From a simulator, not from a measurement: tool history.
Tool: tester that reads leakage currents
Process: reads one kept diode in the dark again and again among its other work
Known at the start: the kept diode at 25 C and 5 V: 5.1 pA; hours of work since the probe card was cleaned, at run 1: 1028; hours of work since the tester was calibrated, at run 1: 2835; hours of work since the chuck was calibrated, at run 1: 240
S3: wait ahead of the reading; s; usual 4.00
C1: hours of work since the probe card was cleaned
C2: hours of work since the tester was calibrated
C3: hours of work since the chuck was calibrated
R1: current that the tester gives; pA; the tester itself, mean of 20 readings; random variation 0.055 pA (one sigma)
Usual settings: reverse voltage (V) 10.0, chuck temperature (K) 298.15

run 1 day=0.000 | reverse_voltage_(V)=10.0 chuck_temperature_(K)=298.15 S3=4.00 | C1=1028 C2=2835 C3=240 | R1=13.30
run 2 day=4.779 | reverse_voltage_(V)=10.0 chuck_temperature_(K)=298.15 S3=4.00 | C1=1103 C2=2910 C3=315 | R1=13.88
run 3 day=10.504 | reverse_voltage_(V)=10.0 chuck_temperature_(K)=298.15 S3=4.00 | C1=1193 C2=3000 C3=405 | R1=14.26
run 4 day=16.317 | reverse_voltage_(V)=10.0 chuck_temperature_(K)=298.15 S3=4.00 | C1=1284 C2=3091 C3=496 | R1=14.84
run 5 day=22.854 | reverse_voltage_(V)=10.0 chuck_temperature_(K)=298.15 S3=4.00 | C1=1387 C2=3194 C3=598 | R1=15.38
run 6 day=25.925 | reverse_voltage_(V)=10.0 chuck_temperature_(K)=298.15 S3=4.00 | C1=1435 C2=3242 C3=647 | R1=15.68
run 7 day=30.279 | reverse_voltage_(V)=10.0 chuck_temperature_(K)=298.15 S3=4.00 | C1=1503 C2=3310 C3=715 | R1=16.05
run 8 day=34.821 | reverse_voltage_(V)=10.0 chuck_temperature_(K)=298.15 S3=4.00 | C1=1575 C2=3381 C3=786 | R1=16.48
run 9 day=37.988 | reverse_voltage_(V)=10.0 chuck_temperature_(K)=313.15 S3=4.00 | C1=1624 C2=3431 C3=836 | R1=39.55
run 10 day=44.217 | reverse_voltage_(V)=10.0 chuck_temperature_(K)=313.15 S3=4.00 | C1=1722 C2=3529 C3=934 | R1=40.28
run 11 day=47.892 | reverse_voltage_(V)=10.0 chuck_temperature_(K)=298.15 S3=4.00 | C1=1780 C2=3586 C3=991 | R1=17.62
run 12 day=50.950 | reverse_voltage_(V)=10.0 chuck_temperature_(K)=298.15 S3=4.00 | C1=1828 C2=3634 C3=1039 | R1=18.03
-- day=54.379 chuck's temperature calibrated
run 13 day=54.488 | reverse_voltage_(V)=10.0 chuck_temperature_(K)=306.15 S3=4.00 | C1=1882 C2=3689 C3=2 | R1=27.20
run 14 day=60.300 | reverse_voltage_(V)=2.7 chuck_temperature_(K)=306.15 S3=4.00 | C1=1973 C2=3780 C3=93 | R1=12.46
run 15 day=66.596 | reverse_voltage_(V)=2.7 chuck_temperature_(K)=306.15 S3=4.00 | C1=2072 C2=3879 C3=192 | R1=12.56
run 16 day=72.146 | reverse_voltage_(V)=10.0 chuck_temperature_(K)=298.15 S3=4.00 | C1=2159 C2=3966 C3=279 | R1=20.00
-- day=74.150 chuck's temperature calibrated, once more
run 17 day=77.871 | reverse_voltage_(V)=10.0 chuck_temperature_(K)=298.15 S3=3.99 | C1=2248 C2=4054 C3=58 | R1=19.54
run 18 day=81.946 | reverse_voltage_(V)=10.0 chuck_temperature_(K)=298.15 S3=4.00 | C1=2311 C2=4118 C3=122 | R1=19.96
run 19 day=85.404 | reverse_voltage_(V)=14.2 chuck_temperature_(K)=298.15 S3=4.00 | C1=2366 C2=4172 C3=177 | R1=27.09
run 20 day=92.575 | reverse_voltage_(V)=10.0 chuck_temperature_(K)=298.15 S3=4.00 | C1=2478 C2=4285 C3=289 | R1=21.10
run 21 day=99.654 | reverse_voltage_(V)=7.1 chuck_temperature_(K)=305.15 S3=8.99 | C1=2589 C2=4396 C3=400 | R1=22.22
-- day=106.462 tester calibrated
run 22 day=106.900 | reverse_voltage_(V)=10.0 chuck_temperature_(K)=296.15 S3=6.40 | C1=2702 C2=7 C3=513 | R1=20.36
run 23 day=111.500 | reverse_voltage_(V)=10.0 chuck_temperature_(K)=324.15 S3=4.00 | C1=2774 C2=79 C3=585 | R1=90.03
run 24 day=117.750 | reverse_voltage_(V)=16.2 chuck_temperature_(K)=332.15 S3=0.47 | C1=2872 C2=177 C3=683 | R1=208.97
run 25 day=121.342 | reverse_voltage_(V)=5.6 chuck_temperature_(K)=298.15 S3=0.78 | C1=2928 C2=233 C3=739 | R1=15.46
run 26 day=128.125 | reverse_voltage_(V)=5.6 chuck_temperature_(K)=298.15 S3=0.78 | C1=3035 C2=340 C3=846 | R1=15.83
-- day=130.812 probe card cleaned and baked
run 27 day=132.142 | reverse_voltage_(V)=4.1 chuck_temperature_(K)=298.15 S3=1.74 | C1=21 C2=401 C3=907 | R1=5.73
run 28 day=136.592 | reverse_voltage_(V)=10.0 chuck_temperature_(K)=298.15 S3=0.32 | C1=91 C2=471 C3=977 | R1=13.22
run 29 day=142.588 | reverse_voltage_(V)=12.8 chuck_temperature_(K)=317.15 S3=0.32 | C1=185 C2=565 C3=1071 | R1=56.82
-- day=144.138 chuck's temperature calibrated
run 30 day=148.446 | reverse_voltage_(V)=12.8 chuck_temperature_(K)=317.15 S3=0.32 | C1=275 C2=655 C3=68 | R1=53.31
run 31 day=155.200 | reverse_voltage_(V)=2.8 chuck_temperature_(K)=298.15 S3=4.00 | C1=381 C2=761 C3=174 | R1=4.83
run 32 day=160.796 | reverse_voltage_(V)=2.8 chuck_temperature_(K)=298.15 S3=4.00 | C1=469 C2=849 C3=261 | R1=4.80
run 33 day=164.479 | reverse_voltage_(V)=6.5 chuck_temperature_(K)=306.15 S3=0.58 | C1=527 C2=907 C3=319 | R1=16.42
run 34 day=168.629 | reverse_voltage_(V)=6.5 chuck_temperature_(K)=306.15 S3=0.58 | C1=592 C2=972 C3=384 | R1=16.65
run 35 day=175.367 | reverse_voltage_(V)=10.0 chuck_temperature_(K)=298.15 S3=2.55 | C1=698 C2=1078 C3=490 | R1=11.74
run 36 day=180.712 | reverse_voltage_(V)=11.0 chuck_temperature_(K)=298.15 S3=1.93 | C1=782 C2=1162 C3=574 | R1=13.17
run 37 day=185.371 | reverse_voltage_(V)=5.3 chuck_temperature_(K)=308.15 S3=0.89 | C1=855 C2=1235 C3=647 | R1=17.61
run 38 day=192.092 | reverse_voltage_(V)=1.2 chuck_temperature_(K)=297.15 S3=0.33 | C1=960 C2=1340 C3=752 | R1=3.92
run 39 day=196.638 | reverse_voltage_(V)=6.1 chuck_temperature_(K)=302.15 S3=3.41 | C1=1032 C2=1412 C3=824 | R1=12.44

Forecast each of these 5 alternatives for the next run:
run A day=199.946 | reverse_voltage_(V)=11.1 chuck_temperature_(K)=298.15 S3=1.75 | C1=1083 C2=1464 C3=876 | R1=?
run B day=199.946 | reverse_voltage_(V)=2.9 chuck_temperature_(K)=302.15 S3=0.83 | C1=1083 C2=1464 C3=876 | R1=?
run C day=199.946 | reverse_voltage_(V)=8.5 chuck_temperature_(K)=298.15 S3=8.32 | C1=1083 C2=1464 C3=876 | R1=?
run D day=199.946 | reverse_voltage_(V)=10.0 chuck_temperature_(K)=298.15 S3=0.64 | C1=1083 C2=1464 C3=876 | R1=?
run E day=199.946 | reverse_voltage_(V)=1.9 chuck_temperature_(K)=314.15 S3=4.00 | C1=1083 C2=1464 C3=876 | R1=?

run=A R1=15.36
run=B R1=8.72
run=C R1=12.11
run=D R1=15.76
run=E R1=17.09
Without the tool's hidden state the same runs would have given:
run=A R1=8.56
run=B R1=6.54
run=C R1=6.79
run=D R1=9.60
run=E R1=14.72
